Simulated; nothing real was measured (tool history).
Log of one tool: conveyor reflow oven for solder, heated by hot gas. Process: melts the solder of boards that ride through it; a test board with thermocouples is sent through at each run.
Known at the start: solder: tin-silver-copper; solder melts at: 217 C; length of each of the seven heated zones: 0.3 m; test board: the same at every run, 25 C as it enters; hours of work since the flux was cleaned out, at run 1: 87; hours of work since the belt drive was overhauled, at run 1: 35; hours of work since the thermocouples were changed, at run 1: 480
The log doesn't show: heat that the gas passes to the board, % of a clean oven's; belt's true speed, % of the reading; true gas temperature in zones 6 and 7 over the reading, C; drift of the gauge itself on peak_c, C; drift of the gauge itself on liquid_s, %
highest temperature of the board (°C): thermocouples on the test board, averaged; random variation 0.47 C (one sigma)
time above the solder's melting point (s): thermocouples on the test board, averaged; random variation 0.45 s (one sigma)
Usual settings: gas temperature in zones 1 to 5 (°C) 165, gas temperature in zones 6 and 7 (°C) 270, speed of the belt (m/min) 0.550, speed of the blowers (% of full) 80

| run | day | gas temperature in zones 1 to 5 (°C) | gas temperature in zones 6 and 7 (°C) | speed of the belt (m/min) | speed of the blowers (% of full) | hours of work since the flux was cleaned out | hours of work since the belt drive was overhauled | hours of work since the thermocouples were changed | highest temperature of the board (°C) | time above the solder's melting point (s) |
|---|---|---|---|---|---|---|---|---|---|---|
| 1 | 0.000 | 165 | 270 | 0.550 | 80 | 87 | 35 | 480 | 251.4 | 46.6 |
| 2 | 1.250 | 165 | 270 | 0.550 | 80 | 102 | 50 | 495 | 251.4 | 46.3 |
| 3 | 2.562 | 165 | 270 | 0.550 | 80 | 117 | 65 | 511 | 250.5 | 45.5 |
| 4 | 4.804 | 165 | 270 | 0.550 | 80 | 143 | 92 | 537 | 251.1 | 45.4 |
| 5 | 6.167 | 165 | 279 | 0.550 | 80 | 160 | 108 | 553 | 258.8 | 49.8 |
| 6 | 8.421 | 177 | 270 | 0.550 | 80 | 186 | 134 | 580 | 252.2 | 50.1 |
| 7 | 9.479 | 165 | 272 | 0.550 | 80 | 199 | 147 | 592 | 252.8 | 46.0 |
| 8 | 11.338 | 165 | 270 | 0.460 | 80 | 221 | 169 | 614 | 255.6 | 59.4 |
| 9 | 12.929 | 173 | 258 | 0.460 | 90 | 239 | 187 | 633 | 247.2 | 56.4 |
| 10 | 14.483 | 168 | 270 | 0.550 | 80 | 258 | 206 | 651 | 250.3 | 45.3 |
|  | 16.183 | flux residue cleaned out of gas plates and filters |
| 11 | 16.262 | 153 | 262 | 0.550 | 80 | 1 | 224 | 670 | 243.7 | 38.9 |

How the hidden state differs across the entries between the runs, from the last listed run before each to the first after it:
Between runs 10 and 11: flux residue cleaned out of gas plates and filters (day 16.183)
  heat that the gas passes to the board, % of a clean oven's: 88.9 -> 99.9; belt's true speed, % of the reading: 99.44 -> 99.39; true gas temperature in zones 6 and 7 over the reading, C: -1.17 -> -1.21
  measured less the result without the state, highest temperature of the board (°C): -4.4 -> -0.9; time above the solder's melting point (s): -3.1 -> -0.3
